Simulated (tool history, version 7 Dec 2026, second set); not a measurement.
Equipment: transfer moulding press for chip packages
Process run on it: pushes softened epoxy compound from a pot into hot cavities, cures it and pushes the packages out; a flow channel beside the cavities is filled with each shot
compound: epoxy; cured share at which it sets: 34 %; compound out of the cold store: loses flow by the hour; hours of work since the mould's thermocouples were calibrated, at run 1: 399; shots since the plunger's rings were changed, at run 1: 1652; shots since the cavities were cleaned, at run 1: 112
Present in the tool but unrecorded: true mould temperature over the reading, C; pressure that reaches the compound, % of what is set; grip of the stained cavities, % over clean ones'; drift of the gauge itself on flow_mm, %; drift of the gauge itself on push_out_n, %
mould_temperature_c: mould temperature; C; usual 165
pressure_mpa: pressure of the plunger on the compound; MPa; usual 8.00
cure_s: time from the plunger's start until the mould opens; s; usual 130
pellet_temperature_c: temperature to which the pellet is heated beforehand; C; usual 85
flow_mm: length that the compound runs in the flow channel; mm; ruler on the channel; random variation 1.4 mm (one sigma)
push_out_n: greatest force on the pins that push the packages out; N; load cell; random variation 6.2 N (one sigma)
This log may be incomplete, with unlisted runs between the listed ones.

run,hour,mould_temperature_c,pressure_mpa,cure_s,pellet_temperature_c,hours of work since the mould's thermocouples were calibrated,shots since the plunger's rings were changed,shots since the cavities were cleaned,incoming compound's hours out of the cold store,flow_mm,push_out_n
1,0.0,165,8.00,130,85,399,1652,112,17.9,644,238
2,41.7,165,8.00,130,85,416,1910,370,13.0,661,238
# hour 51.6: cavities cleaned with cleaning compound and waxed
3,89.2,165,8.00,130,85,434,2194,232,36.8,585,237
# hour 121.2: cavities cleaned with cleaning compound and waxed
4,128.3,165,8.00,130,81,449,2427,44,8.2,680,245
5,168.8,165,8.00,130,85,466,2677,294,12.9,660,253
# hour 189.7: cavities cleaned with cleaning compound and waxed
6,195.6,165,8.00,130,85,476,2834,37,10.0,673,252
7,231.2,165,8.00,130,78,490,3054,257,21.3,632,245
# hour 259.9: cavities cleaned with cleaning compound and waxed
8,261.2,165,8.00,130,78,502,3230,8,46.6,555,229
9,294.4,165,7.50,130,85,515,3435,213,28.2,590,232
# hour 329.0: cavities cleaned with cleaning compound and waxed
10,334.8,165,7.50,130,85,531,3676,36,8.4,654,257
11,366.5,169,7.50,165,79,543,3871,231,39.9,548,185
# hour 399.6: cavities cleaned with cleaning compound and waxed
12,412.5,169,7.50,165,79,561,4146,79,32.6,570,183
13,456.9,165,8.00,121,93,579,4421,354,13.8,658,286
# hour 469.3: cavities cleaned with cleaning compound and waxed
14,502.5,165,8.00,121,93,597,4693,204,30.2,604,276
15,534.4,171,8.00,130,81,609,4891,402,30.3,593,198
# hour 538.5: cavities cleaned with cleaning compound and waxed
16,580.7,172,6.09,161,85,627,5168,261,33.9,506,182
# hour 606.8: cavities cleaned with cleaning compound and waxed
17,626.5,169,6.09,161,85,645,5442,122,44.4,482,175

How the hidden state differs across the entries between the runs, from the last listed run before each to the first after it:
Runs 2 to 3: cavities cleaned with cleaning compound and waxed (hour 51.6)
  pressure that reaches the compound, % of what is set: 99.93 -> 99.92; grip of the stained cavities, % over clean ones': 1.5 -> 1.1
Runs 3 to 4: cavities cleaned with cleaning compound and waxed (hour 121.2)
  pressure that reaches the compound, % of what is set: 99.92 -> 99.91; grip of the stained cavities, % over clean ones': 1.1 -> 0.3
Runs 5 to 6: cavities cleaned with cleaning compound and waxed (hour 189.7)
  pressure that reaches the compound, % of what is set: 99.91 -> 99.9; grip of the stained cavities, % over clean ones': 1.3 -> 0.3
Runs 7 to 8: cavities cleaned with cleaning compound and waxed (hour 259.9)
  grip of the stained cavities, % over clean ones': 1.2 -> 0.1
Runs 9 to 10: cavities cleaned with cleaning compound and waxed (hour 329.0)
  pressure that reaches the compound, % of what is set: 99.88 -> 99.87; grip of the stained cavities, % over clean ones': 1 -> 0.2
Runs 11 to 12: cavities cleaned with cleaning compound and waxed (hour 399.6)
  pressure that reaches the compound, % of what is set: 99.87 -> 99.86; grip of the stained cavities, % over clean ones': 1.1 -> 0.4
Runs 13 to 14: cavities cleaned with cleaning compound and waxed (hour 469.3)
  grip of the stained cavities, % over clean ones': 1.5 -> 1
Runs 15 to 16: cavities cleaned with cleaning compound and waxed (hour 538.5)
  pressure that reaches the compound, % of what is set: 99.83 -> 99.82; grip of the stained cavities, % over clean ones': 1.6 -> 1.2
Runs 16 to 17: cavities cleaned with cleaning compound and waxed (hour 606.8)
  pressure that reaches the compound, % of what is set: 99.82 -> 99.81; grip of the stained cavities, % over clean ones': 1.2 -> 0.6

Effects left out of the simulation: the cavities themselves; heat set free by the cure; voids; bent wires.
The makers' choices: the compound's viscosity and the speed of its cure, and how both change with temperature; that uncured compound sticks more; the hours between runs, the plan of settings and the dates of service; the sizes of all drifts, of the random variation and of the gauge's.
